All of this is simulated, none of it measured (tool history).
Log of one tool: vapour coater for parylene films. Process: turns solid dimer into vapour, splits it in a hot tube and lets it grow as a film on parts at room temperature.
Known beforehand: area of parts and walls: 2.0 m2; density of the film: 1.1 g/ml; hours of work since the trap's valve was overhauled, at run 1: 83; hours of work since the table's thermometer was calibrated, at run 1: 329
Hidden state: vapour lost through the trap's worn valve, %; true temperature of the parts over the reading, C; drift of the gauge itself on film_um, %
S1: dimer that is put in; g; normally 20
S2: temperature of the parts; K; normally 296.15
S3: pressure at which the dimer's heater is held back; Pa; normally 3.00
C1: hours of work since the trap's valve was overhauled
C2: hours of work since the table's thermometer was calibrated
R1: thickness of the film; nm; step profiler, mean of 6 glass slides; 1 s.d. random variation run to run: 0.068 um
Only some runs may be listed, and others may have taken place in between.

| run | hour | S1 | S2 | S3 | C1 | C2 | R1 |
|---|---|---|---|---|---|---|---|
| 1 | 0.0 | 20 | 296.15 | 3.00 | 83 | 329 | 8050 |
| 2 | 12.5 | 12 | 296.15 | 3.00 | 90 | 336 | 4850 |
| 3 | 27.2 | 20 | 304.15 | 3.00 | 98 | 344 | 5940 |
| 4 | 36.4 | 20 | 296.15 | 3.00 | 104 | 349 | 8060 |
| 5 | 56.5 | 20 | 296.15 | 3.00 | 115 | 361 | 8110 |
| 6 | 68.7 | 20 | 296.15 | 3.00 | 122 | 368 | 8100 |
| 7 | 88.0 | 20 | 296.15 | 3.00 | 133 | 379 | 8150 |
| 8 | 108.5 | 20 | 296.15 | 3.00 | 145 | 390 | 8140 |
| 9 | 127.5 | 20 | 296.15 | 3.00 | 155 | 401 | 8150 |
| 10 | 136.5 | 10 | 296.15 | 3.00 | 161 | 406 | 4060 |
| 11 | 152.2 | 10 | 296.15 | 3.00 | 169 | 415 | 3980 |
| 12 | 167.2 | 10 | 296.15 | 3.00 | 178 | 424 | 4090 |
| 13 | 180.7 | 20 | 299.15 | 3.00 | 186 | 431 | 7220 |
| 14 | 191.0 | 20 | 299.15 | 3.00 | 192 | 437 | 7200 |
| 15 | 204.2 | 20 | 295.15 | 3.00 | 199 | 445 | 8400 |
| 16 | 213.7 | 18 | 295.15 | 3.00 | 204 | 450 | 7570 |
| 17 | 225.5 | 18 | 295.15 | 3.00 | 211 | 457 | 7580 |
| 18 | 246.0 | 18 | 307.15 | 2.29 | 223 | 469 | 5050 |
|  | 263.7 | trap's valve overhauled |
| 19 | 265.7 | 10 | 291.15 | 9.08 | 1 | 478 | 3790 |
| 20 | 282.1 | 10 | 291.15 | 9.08 | 11 | 487 | 3820 |
| 21 | 301.7 | 17 | 296.15 | 4.82 | 22 | 498 | 6160 |
| 22 | 320.7 | 30 | 299.15 | 6.56 | 32 | 509 | 9050 |
| 23 | 329.8 | 33 | 289.15 | 6.56 | 38 | 514 | 14470 |
| 24 | 339.6 | 20 | 297.15 | 3.00 | 43 | 520 | 7790 |
| 25 | 357.1 | 20 | 297.15 | 3.00 | 53 | 530 | 7760 |
| 26 | 370.2 | 11 | 304.15 | 3.00 | 61 | 537 | 3310 |

What differs in the tool's unlogged condition from the final listed run ahead of each entry between runs to the first listed run following it?
Runs 18 to 19: trap's valve overhauled (hour 263.7)
  vapour lost through the trap's worn valve, %: 0.2 -> 0

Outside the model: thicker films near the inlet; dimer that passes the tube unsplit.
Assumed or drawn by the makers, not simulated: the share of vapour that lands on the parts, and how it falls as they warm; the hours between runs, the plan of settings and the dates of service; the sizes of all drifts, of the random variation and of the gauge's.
